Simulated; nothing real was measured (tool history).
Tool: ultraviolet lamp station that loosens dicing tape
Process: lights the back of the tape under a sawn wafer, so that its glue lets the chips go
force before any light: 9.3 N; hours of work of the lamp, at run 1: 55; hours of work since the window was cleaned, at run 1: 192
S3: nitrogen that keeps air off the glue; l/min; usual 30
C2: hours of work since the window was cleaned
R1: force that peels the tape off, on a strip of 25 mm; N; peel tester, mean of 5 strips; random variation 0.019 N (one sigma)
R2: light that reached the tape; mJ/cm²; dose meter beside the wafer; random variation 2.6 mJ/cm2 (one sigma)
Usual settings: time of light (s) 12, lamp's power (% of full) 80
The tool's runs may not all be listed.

{"run": 1, "hour": 0.0, "time of light (s)": 12, "lamp's power (% of full)": 80, "S3": 30, "hours of work of the lamp": 55, "C2": 192, "R1": 1.091, "R2": 317}
{"run": 2, "hour": 7.9, "time of light (s)": 12, "lamp's power (% of full)": 80, "S3": 23, "hours of work of the lamp": 59, "C2": 196, "R1": 1.156, "R2": 318}
{"run": 3, "hour": 14.5, "time of light (s)": 12, "lamp's power (% of full)": 80, "S3": 58, "hours of work of the lamp": 63, "C2": 200, "R1": 0.847, "R2": 318}
{"run": 4, "hour": 20.7, "time of light (s)": 12, "lamp's power (% of full)": 62, "S3": 30, "hours of work of the lamp": 66, "C2": 203, "R1": 1.711, "R2": 245}
{"run": 5, "hour": 29.9, "time of light (s)": 12, "lamp's power (% of full)": 62, "S3": 9, "hours of work of the lamp": 71, "C2": 208, "R1": 2.445, "R2": 247}
{"run": 6, "hour": 38.8, "time of light (s)": 12, "lamp's power (% of full)": 80, "S3": 13, "hours of work of the lamp": 75, "C2": 212, "R1": 1.482, "R2": 313}
{"run": 7, "hour": 44.3, "time of light (s)": 11, "lamp's power (% of full)": 80, "S3": 30, "hours of work of the lamp": 78, "C2": 215, "R1": 1.286, "R2": 290}
{"run": 8, "hour": 55.9, "time of light (s)": 11, "lamp's power (% of full)": 80, "S3": 30, "hours of work of the lamp": 84, "C2": 221, "R1": 1.299, "R2": 293}
{"run": 9, "hour": 66.6, "time of light (s)": 11, "lamp's power (% of full)": 80, "S3": 30, "hours of work of the lamp": 90, "C2": 227, "R1": 1.278, "R2": 295}
{"run": 10, "hour": 76.2, "time of light (s)": 11, "lamp's power (% of full)": 80, "S3": 30, "hours of work of the lamp": 95, "C2": 232, "R1": 1.312, "R2": 280}
{"run": 11, "hour": 84.8, "time of light (s)": 11, "lamp's power (% of full)": 80, "S3": 30, "hours of work of the lamp": 99, "C2": 236, "R1": 1.307, "R2": 287}
{"run": 12, "hour": 95.2, "time of light (s)": 11, "lamp's power (% of full)": 80, "S3": 30, "hours of work of the lamp": 105, "C2": 242, "R1": 1.335, "R2": 285}
{"run": 13, "hour": 106.5, "time of light (s)": 11, "lamp's power (% of full)": 80, "S3": 30, "hours of work of the lamp": 111, "C2": 248, "R1": 1.321, "R2": 283}
{"run": 14, "hour": 113.5, "time of light (s)": 11, "lamp's power (% of full)": 80, "S3": 30, "hours of work of the lamp": 114, "C2": 251, "R1": 1.355, "R2": 280}
{"run": 15, "hour": 126.0, "time of light (s)": 12, "lamp's power (% of full)": 80, "S3": 30, "hours of work of the lamp": 121, "C2": 258, "R1": 1.112, "R2": 306}
{"run": 16, "hour": 137.8, "time of light (s)": 12, "lamp's power (% of full)": 80, "S3": 30, "hours of work of the lamp": 127, "C2": 264, "R1": 1.143, "R2": 307}
{"run": 17, "hour": 150.8, "time of light (s)": 12, "lamp's power (% of full)": 97, "S3": 30, "hours of work of the lamp": 134, "C2": 271, "R1": 0.771, "R2": 371}
{"run": 18, "hour": 157.1, "time of light (s)": 12, "lamp's power (% of full)": 97, "S3": 30, "hours of work of the lamp": 137, "C2": 274, "R1": 0.75, "R2": 367}
{"run": 19, "hour": 168.8, "time of light (s)": 12, "lamp's power (% of full)": 97, "S3": 30, "hours of work of the lamp": 143, "C2": 280, "R1": 0.757, "R2": 369}
{"run": 20, "hour": 175.8, "time of light (s)": 12, "lamp's power (% of full)": 97, "S3": 30, "hours of work of the lamp": 147, "C2": 284, "R1": 0.795, "R2": 367}
{"run": 21, "hour": 187.5, "time of light (s)": 12, "lamp's power (% of full)": 97, "S3": 30, "hours of work of the lamp": 153, "C2": 290, "R1": 0.796, "R2": 363}
{"hour": 194.1, "done": "window cleaned of glue's vapour"}
{"run": 22, "hour": 199.0, "time of light (s)": 12, "lamp's power (% of full)": 97, "S3": 30, "hours of work of the lamp": 159, "C2": 3, "R1": 0.717, "R2": 382}
{"run": 23, "hour": 212.0, "time of light (s)": 12, "lamp's power (% of full)": 96, "S3": 14, "hours of work of the lamp": 165, "C2": 9, "R1": 1.017, "R2": 376}
{"run": 24, "hour": 223.4, "time of light (s)": 12, "lamp's power (% of full)": 96, "S3": 14, "hours of work of the lamp": 171, "C2": 15, "R1": 1.064, "R2": 370}
{"run": 25, "hour": 234.9, "time of light (s)": 9, "lamp's power (% of full)": 80, "S3": 39, "hours of work of the lamp": 177, "C2": 21, "R1": 1.776, "R2": 236}
{"run": 26, "hour": 246.9, "time of light (s)": 12, "lamp's power (% of full)": 76, "S3": 14, "hours of work of the lamp": 184, "C2": 28, "R1": 1.614, "R2": 293}
{"run": 27, "hour": 256.1, "time of light (s)": 12, "lamp's power (% of full)": 80, "S3": 24, "hours of work of the lamp": 188, "C2": 32, "R1": 1.235, "R2": 304}
{"run": 28, "hour": 268.4, "time of light (s)": 12, "lamp's power (% of full)": 80, "S3": 24, "hours of work of the lamp": 195, "C2": 39, "R1": 1.216, "R2": 310}
{"run": 29, "hour": 274.9, "time of light (s)": 8, "lamp's power (% of full)": 80, "S3": 24, "hours of work of the lamp": 198, "C2": 42, "R1": 2.359, "R2": 206}
{"run": 30, "hour": 284.8, "time of light (s)": 12, "lamp's power (% of full)": 65, "S3": 30, "hours of work of the lamp": 203, "C2": 47, "R1": 1.704, "R2": 248}

Run 31 comes next. What will it give?
{"run": 31, "hour": 295.3, "time of light (s)": 12, "lamp's power (% of full)": 76, "S3": 30, "hours of work of the lamp": 209, "C2": 53, "R1": "?", "R2": "?"}

Run 31 gave R1 1.319 N, R2 292 mJ/cm².
Without the tool's hidden state the same run would have given R1 1.071 N, R2 324 mJ/cm².
